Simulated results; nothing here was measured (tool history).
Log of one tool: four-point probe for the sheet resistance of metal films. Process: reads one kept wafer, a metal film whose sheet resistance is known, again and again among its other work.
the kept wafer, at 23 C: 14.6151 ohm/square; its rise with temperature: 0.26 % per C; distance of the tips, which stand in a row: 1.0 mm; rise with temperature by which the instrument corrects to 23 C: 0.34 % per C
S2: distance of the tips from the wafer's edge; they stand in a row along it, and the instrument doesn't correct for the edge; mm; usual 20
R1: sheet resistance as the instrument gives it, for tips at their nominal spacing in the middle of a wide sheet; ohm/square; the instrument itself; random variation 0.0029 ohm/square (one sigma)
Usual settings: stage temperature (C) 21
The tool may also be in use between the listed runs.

Run 1, hour 0.0: usual settings. Result: R1 14.693945 ohm/square.
Run 2, hour 35.5: usual settings. Result: R1 14.691497 ohm/square.
Run 3, hour 66.7: usual settings but S2 5 mm. Result: R1 14.985501 ohm/square.
Run 4, hour 102.0: usual settings but S2 5 mm. Result: R1 14.985582 ohm/square.
Run 5, hour 127.9: usual settings but S2 5 mm. Result: R1 14.982886 ohm/square.
Run 6, hour 158.1: usual settings but stage temperature (C) 22. Result: R1 14.684778 ohm/square.
Run 7, hour 181.7: usual settings. Result: R1 14.696809 ohm/square.
Run 8, hour 205.1: usual settings. Result: R1 14.699238 ohm/square.
Run 9, hour 231.4: usual settings. Result: R1 14.699441 ohm/square.
Run 10, hour 251.9: usual settings. Result: R1 14.699746 ohm/square.
Run 11, hour 276.5: usual settings. Result: R1 14.695651 ohm/square.
Run 12, hour 303.6: usual settings. Result: R1 14.698416 ohm/square.
Run 13, hour 339.5: usual settings. Result: R1 14.699072 ohm/square.
Run 14, hour 370.3: usual settings. Result: R1 14.700663 ohm/square.
Run 15, hour 399.5: usual settings but S2 40 mm. Result: R1 14.683458 ohm/square.
Run 16, hour 421.1: usual settings but S2 40 mm. Result: R1 14.683569 ohm/square.
Run 17, hour 455.0: usual settings but S2 40 mm. Result: R1 14.684581 ohm/square.
Run 18, hour 474.8: usual settings but S2 40 mm. Result: R1 14.688276 ohm/square.
At hour 477.6: stage's thermometer calibrated.
Run 19, hour 497.5: usual settings but S2 40 mm. Result: R1 14.689256 ohm/square.
Run 20, hour 517.0: usual settings but S2 40 mm. Result: R1 14.689507 ohm/square.
Run 21, hour 544.2: usual settings. Result: R1 14.706694 ohm/square.
Run 22, hour 566.6: usual settings. Result: R1 14.705755 ohm/square.
Run 23, hour 600.2: usual settings. Result: R1 14.698447 ohm/square.
At hour 606.1: stage's thermometer calibrated, once more.
Run 24, hour 622.7: usual settings. Result: R1 14.700093 ohm/square.
Run 25, hour 646.8: usual settings. Result: R1 14.702067 ohm/square.
Run 26, hour 677.6: usual settings but stage temperature (C) 24, S2 6 mm. Result: R1 14.865906 ohm/square.
Run 27, hour 693.9: usual settings but stage temperature (C) 19, S2 4 mm. Result: R1 15.185781 ohm/square.
Run 28, hour 727.7: usual settings but stage temperature (C) 19, S2 4 mm. Result: R1 15.188638 ohm/square.
Run 29, hour 765.9: usual settings but S2 13 mm. Result: R1 14.729553 ohm/square.
Run 30, hour 794.0: usual settings but stage temperature (C) 18, S2 9 mm. Result: R1 14.821056 ohm/square.
Run 31, hour 822.7: usual settings but stage temperature (C) 25, S2 8 mm. Result: R1 14.756248 ohm/square.
Run 32, hour 840.2: usual settings but stage temperature (C) 20, S2 10 mm. Result: R1 14.774501 ohm/square.
Run 33, hour 873.5: usual settings but stage temperature (C) 20, S2 10 mm. Result: R1 14.775245 ohm/square.
Run 34, hour 897.4: usual settings but stage temperature (C) 27, S2 4 mm. Result: R1 15.081842 ohm/square.
Run 35, hour 933.1: usual settings. Result: R1 14.706155 ohm/square.
Run 36, hour 962.0: usual settings but S2 3 mm. Result: R1 15.506001 ohm/square.
Run 37, hour 994.9: usual settings but stage temperature (C) 24, S2 16 mm. Result: R1 14.679057 ohm/square.
Run 38, hour 1017.4: usual settings but stage temperature (C) 24, S2 10 mm. Result: R1 14.728730 ohm/square.
Run 39, hour 1036.6: usual settings but stage temperature (C) 28, S2 34 mm. Result: R1 14.613225 ohm/square.
Run 40, hour 1066.5: usual settings but stage temperature (C) 28, S2 13 mm. Result: R1 14.646440 ohm/square.
Run 41, hour 1093.1: usual settings but stage temperature (C) 31, S2 22 mm. Result: R1 14.594993 ohm/square.
Run 42, hour 1111.5: usual settings but stage temperature (C) 20, S2 22 mm. Result: R1 14.717676 ohm/square.
Run 43, hour 1128.9: usual settings but stage temperature (C) 20, S2 56 mm. Result: R1 14.707461 ohm/square.
Run 44, hour 1146.6: usual settings but stage temperature (C) 20, S2 56 mm. Result: R1 14.710365 ohm/square.
Run 45, hour 1179.5: usual settings but stage temperature (C) 32, S2 4 mm. Result: R1 15.035128 ohm/square.

3 ways to go on from here, each from the tool as it stands after run 45. What would each give?
Run A, hour 1211.4: usual settings but stage temperature (C) 33, S2 4 mm. Result: R1 ?.
Run B, hour 1211.4: usual settings but stage temperature (C) 28, S2 4 mm. Result: R1 ?.
Run C, hour 1211.4: usual settings but stage temperature (C) 33, S2 59 mm. Result: R1 ?.

run         R1
  A  15.022787
  B  15.077777
  C  14.553198
Without the tool's hidden state the same runs would have given:
run         R1
  A  14.969680
  B  15.024425
  C  14.501627

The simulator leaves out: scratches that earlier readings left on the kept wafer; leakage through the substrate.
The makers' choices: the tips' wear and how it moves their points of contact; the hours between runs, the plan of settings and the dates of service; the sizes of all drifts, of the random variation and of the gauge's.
